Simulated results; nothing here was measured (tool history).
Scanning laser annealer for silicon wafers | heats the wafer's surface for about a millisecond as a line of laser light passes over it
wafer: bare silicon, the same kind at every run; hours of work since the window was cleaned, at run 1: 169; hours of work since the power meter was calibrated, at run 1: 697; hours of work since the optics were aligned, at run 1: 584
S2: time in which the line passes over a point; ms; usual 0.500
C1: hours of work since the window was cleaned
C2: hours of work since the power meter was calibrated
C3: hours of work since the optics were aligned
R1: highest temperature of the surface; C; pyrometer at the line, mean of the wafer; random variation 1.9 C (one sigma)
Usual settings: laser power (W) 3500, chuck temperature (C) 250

Run 1, hour 0.0: usual settings; C1 169; C2 697; C3 584. Result: R1 1062 C.
Run 2, hour 40.4: usual settings but S2 0.364 ms; C1 200; C2 729; C3 615. Result: R1 934 C.
Run 3, hour 89.8: usual settings but S2 0.364 ms; C1 239; C2 767; C3 654. Result: R1 931 C.
Run 4, hour 118.7: usual settings but S2 0.364 ms; C1 261; C2 790; C3 676. Result: R1 930 C.
Run 5, hour 166.6: usual settings but S2 0.364 ms; C1 299; C2 827; C3 714. Result: R1 926 C.
Run 6, hour 195.2: usual settings but S2 0.482 ms; C1 321; C2 849; C3 736. Result: R1 1034 C.
Run 7, hour 247.4: usual settings but S2 0.482 ms; C1 362; C2 890; C3 777. Result: R1 1024 C.
Run 8, hour 290.1: usual settings but S2 0.412 ms; C1 395; C2 923; C3 810. Result: R1 963 C.
At hour 310.5: window over the wafer cleaned.
Run 9, hour 348.6: usual settings but S2 0.412 ms; C1 30; C2 967; C3 854. Result: R1 991 C.
Run 10, hour 374.6: usual settings but S2 0.412 ms; C1 50; C2 987; C3 874. Result: R1 989 C.
Run 11, hour 411.4: usual settings but S2 0.412 ms; C1 79; C2 1016; C3 903. Result: R1 986 C.
Run 12, hour 446.1: usual settings but laser power (W) 3304; C1 106; C2 1043; C3 930. Result: R1 1015 C.
Run 13, hour 499.5: usual settings but laser power (W) 3304; C1 147; C2 1085; C3 971. Result: R1 1009 C.
At hour 507.7: optics aligned, line set to its width.
Run 14, hour 546.8: usual settings but laser power (W) 3304; C1 180; C2 1118; C3 31. Result: R1 1005 C.
Run 15, hour 603.0: usual settings but laser power (W) 3304; C1 224; C2 1161; C3 74. Result: R1 1000 C.
Run 16, hour 652.8: usual settings but laser power (W) 3304; C1 263; C2 1200; C3 113. Result: R1 997 C.
Run 17, hour 686.0: usual settings but laser power (W) 3350; C1 289; C2 1226; C3 139. Result: R1 1001 C.
Run 18, hour 732.0: usual settings but laser power (W) 3350; C1 324; C2 1262; C3 175. Result: R1 1000 C.
Run 19, hour 783.8: usual settings but laser power (W) 3350; C1 365; C2 1302; C3 215. Result: R1 998 C.
Run 20, hour 834.4: usual settings but laser power (W) 3350; C1 404; C2 1342; C3 254. Result: R1 993 C.
At hour 843.2: window over the wafer cleaned.
At hour 856.7: optics aligned, line set to its width, once more.
Run 21, hour 884.7: usual settings but laser power (W) 3350; C1 28; C2 1375; C3 22. Result: R1 1036 C.
Run 22, hour 919.3: usual settings but laser power (W) 3350; C1 55; C2 1402; C3 49. Result: R1 1034 C.
Run 23, hour 954.4: usual settings but laser power (W) 3193, S2 0.547 ms, chuck temperature (C) 286; C1 83; C2 1430; C3 76. Result: R1 1064 C.
Run 24, hour 1001.6: usual settings but laser power (W) 3193, S2 0.547 ms, chuck temperature (C) 286; C1 119; C2 1466; C3 113. Result: R1 1061 C.
Run 25, hour 1029.9: usual settings but laser power (W) 3193, S2 0.547 ms, chuck temperature (C) 286; C1 142; C2 1488; C3 135. Result: R1 1056 C.
Run 26, hour 1055.6: usual settings but laser power (W) 3805, chuck temperature (C) 236; C1 162; C2 1509; C3 155. Result: R1 1126 C.
Run 27, hour 1102.3: usual settings but laser power (W) 3120, chuck temperature (C) 260; C1 198; C2 1545; C3 191. Result: R1 972 C.
Run 28, hour 1152.3: usual settings but laser power (W) 3120, chuck temperature (C) 260; C1 237; C2 1584; C3 230. Result: R1 969 C.
Run 29, hour 1181.9: usual settings but laser power (W) 3120, chuck temperature (C) 260; C1 260; C2 1607; C3 253. Result: R1 967 C.
Run 30, hour 1221.1: usual settings but laser power (W) 3315, S2 0.593 ms; C1 290; C2 1637; C3 284. Result: R1 1075 C.
Run 31, hour 1263.4: usual settings but laser power (W) 3315, S2 0.593 ms; C1 323; C2 1670; C3 317. Result: R1 1072 C.
Run 32, hour 1308.4: usual settings but laser power (W) 3698, S2 0.437 ms, chuck temperature (C) 212; C1 358; C2 1705; C3 352. Result: R1 993 C.
Run 33, hour 1340.8: usual settings but laser power (W) 3198, S2 0.404 ms, chuck temperature (C) 271; C1 384; C2 1731; C3 377. Result: R1 906 C.
At hour 1377.3: window over the wafer cleaned.
Run 34, hour 1387.0: usual settings but laser power (W) 3198, S2 0.404 ms, chuck temperature (C) 271; C1 8; C2 1765; C3 411. Result: R1 934 C.
Run 35, hour 1442.1: usual settings but laser power (W) 3526, S2 0.369 ms, chuck temperature (C) 271; C1 50; C2 1808; C3 454. Result: R1 972 C.
Run 36, hour 1469.4: usual settings but laser power (W) 3526, S2 0.369 ms, chuck temperature (C) 271; C1 72; C2 1829; C3 476. Result: R1 969 C.
Run 37, hour 1512.3: usual settings but laser power (W) 3526, S2 0.369 ms, chuck temperature (C) 271; C1 105; C2 1863; C3 509. Result: R1 967 C.
Run 38, hour 1562.9: usual settings but laser power (W) 3736, S2 0.563 ms; C1 145; C2 1902; C3 549. Result: R1 1174 C.
Run 39, hour 1605.8: usual settings but laser power (W) 3736, S2 0.364 ms, chuck temperature (C) 216; C1 178; C2 1935; C3 582. Result: R1 948 C.
Run 40, hour 1651.5: usual settings but laser power (W) 3029, chuck temperature (C) 230; C1 214; C2 1971; C3 617. Result: R1 913 C.

3 ways to go on from here, each from the tool as it stands after run 40. What would each give?
Run A, hour 1683.8: usual settings but S2 0.586 ms, chuck temperature (C) 227; C1 239; C2 1996; C3 643. Result: R1 ?.
Run B, hour 1683.8: usual settings but S2 0.373 ms, chuck temperature (C) 289; C1 239; C2 1996; C3 643. Result: R1 ?.
Run C, hour 1683.8: usual settings but laser power (W) 3096, S2 0.437 ms, chuck temperature (C) 230; C1 239; C2 1996; C3 643. Result: R1 ?.

run    R1
  A  1093
  B   970
  C   877
Without the tool's hidden state the same runs would have given:
run    R1
  A  1142
  B  1009
  C   914
